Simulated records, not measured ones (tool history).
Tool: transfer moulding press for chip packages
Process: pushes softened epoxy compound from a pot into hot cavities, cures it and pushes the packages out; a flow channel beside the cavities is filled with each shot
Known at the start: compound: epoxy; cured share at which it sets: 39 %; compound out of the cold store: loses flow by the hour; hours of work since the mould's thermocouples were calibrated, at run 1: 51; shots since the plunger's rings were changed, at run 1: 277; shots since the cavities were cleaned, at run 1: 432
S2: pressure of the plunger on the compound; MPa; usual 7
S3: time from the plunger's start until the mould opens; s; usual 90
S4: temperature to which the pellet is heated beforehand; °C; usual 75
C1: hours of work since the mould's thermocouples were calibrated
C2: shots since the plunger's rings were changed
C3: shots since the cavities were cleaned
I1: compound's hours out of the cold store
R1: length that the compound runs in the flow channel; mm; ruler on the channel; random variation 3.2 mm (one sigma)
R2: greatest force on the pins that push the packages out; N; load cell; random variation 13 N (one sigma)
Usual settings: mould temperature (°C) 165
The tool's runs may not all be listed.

Run 1, hour 0: usual settings; C1 51; C2 277; C3 432; I1 42.8. Result: R1 849 mm, R2 866 N.
Run 2, hour 10.8: usual settings but S2 6.09 MPa; C1 56; C2 378; C3 533; I1 36.9. Result: R1 821 mm, R2 922 N.
At hour 22.2: cavities cleaned with cleaning compound and waxed.
Run 3, hour 22.2: usual settings but S4 79 °C; C1 61; C2 471; C3 0; I1 18.3. Result: R1 968 mm, R2 637 N.
Run 4, hour 32.6: usual settings but S4 79 °C; C1 66; C2 569; C3 98; I1 35.6. Result: R1 881 mm, R2 681 N.
Run 5, hour 41.1: usual settings; C1 70; C2 648; C3 177; I1 35.9. Result: R1 882 mm, R2 762 N.
Run 6, hour 50.2: usual settings; C1 75; C2 733; C3 262; I1 28. Result: R1 918 mm, R2 812 N.
Run 7, hour 57.2: usual settings; C1 78; C2 799; C3 328; I1 17.8. Result: R1 968 mm, R2 874 N.
Run 8, hour 68: usual settings; C1 83; C2 901; C3 430; I1 37.3. Result: R1 871 mm, R2 914 N.
Run 9, hour 77.3: usual settings; C1 88; C2 988; C3 517; I1 26.8. Result: R1 928 mm, R2 993 N.
Run 10, hour 85.3: usual settings; C1 92; C2 1063; C3 592; I1 16.5. Result: R1 982 mm, R2 1032 N.
At hour 90.8: cavities cleaned with cleaning compound and waxed.
Run 11, hour 91.9: usual settings but mould temperature (°C) 160, S3 113 s; C1 94; C2 1111; C3 10; I1 45.7. Result: R1 845 mm, R2 582 N.
Run 12, hour 100.9: usual settings but mould temperature (°C) 160, S3 113 s; C1 98; C2 1195; C3 94; I1 28.4. Result: R1 932 mm, R2 651 N.
Run 13, hour 108.8: usual settings but mould temperature (°C) 164, S2 6.52 MPa, S3 99 s; C1 102; C2 1269; C3 168; I1 42.8. Result: R1 823 mm, R2 673 N.
Run 14, hour 113.6: usual settings but mould temperature (°C) 161, S2 7.36 MPa, S3 77 s, S4 83 °C; C1 105; C2 1314; C3 213; I1 19.4. Result: R1 1002 mm, R2 1559 N.
Run 15, hour 118.4: usual settings but S2 5.82 MPa, S3 104 s; C1 107; C2 1360; C3 259; I1 34.3. Result: R1 800 mm, R2 648 N.
Run 16, hour 128.7: usual settings but mould temperature (°C) 166, S2 7.53 MPa, S3 73 s; C1 112; C2 1456; C3 355; I1 30.5. Result: R1 937 mm, R2 1347 N.
Run 17, hour 139.3: usual settings but S3 127 s, S4 71 °C; C1 117; C2 1556; C3 455; I1 42. Result: R1 845 mm, R2 642 N.
Run 18, hour 144.9: usual settings but S3 127 s, S4 71 °C; C1 120; C2 1608; C3 507; I1 46. Result: R1 824 mm, R2 660 N.
Run 19, hour 155.5: usual settings but mould temperature (°C) 158, S2 5.65 MPa, S3 98 s, S4 71 °C; C1 125; C2 1707; C3 606; I1 31.9. Result: R1 831 mm, R2 1456 N.
At hour 158.9: cavities cleaned with cleaning compound and waxed.
Run 20, hour 164.2: usual settings but mould temperature (°C) 158, S2 5.65 MPa, S3 98 s, S4 71 °C; C1 129; C2 1775; C3 49; I1 27.7. Result: R1 835 mm, R2 976 N.

3 ways to go on from here, each from the tool as it stands after run 20. What would each give?
Run A, hour 173.6: usual settings but mould temperature (°C) 171, S2 5.65 MPa, S3 101 s, S4 67 °C; C1 133; C2 1863; C3 137; I1 11.1. Result: R1 ?, R2 ?.
Run B, hour 173.6: usual settings but mould temperature (°C) 159, S2 5.65 MPa, S3 101 s, S4 71 °C; C1 133; C2 1863; C3 137; I1 36.4. Result: R1 ?, R2 ?.
Run C, hour 173.6: usual settings but mould temperature (°C) 158, S2 5.65 MPa, S3 98 s, S4 66 °C; C1 133; C2 1863; C3 137; I1 34.3. Result: R1 ?, R2 ?.

run   R1    R2
  A  882   521
  B  800   894
  C  811  1088
Without the tool's hidden state the same runs would have given:
run   R1   R2
  A  897  434
  B  813  725
  C  824  882

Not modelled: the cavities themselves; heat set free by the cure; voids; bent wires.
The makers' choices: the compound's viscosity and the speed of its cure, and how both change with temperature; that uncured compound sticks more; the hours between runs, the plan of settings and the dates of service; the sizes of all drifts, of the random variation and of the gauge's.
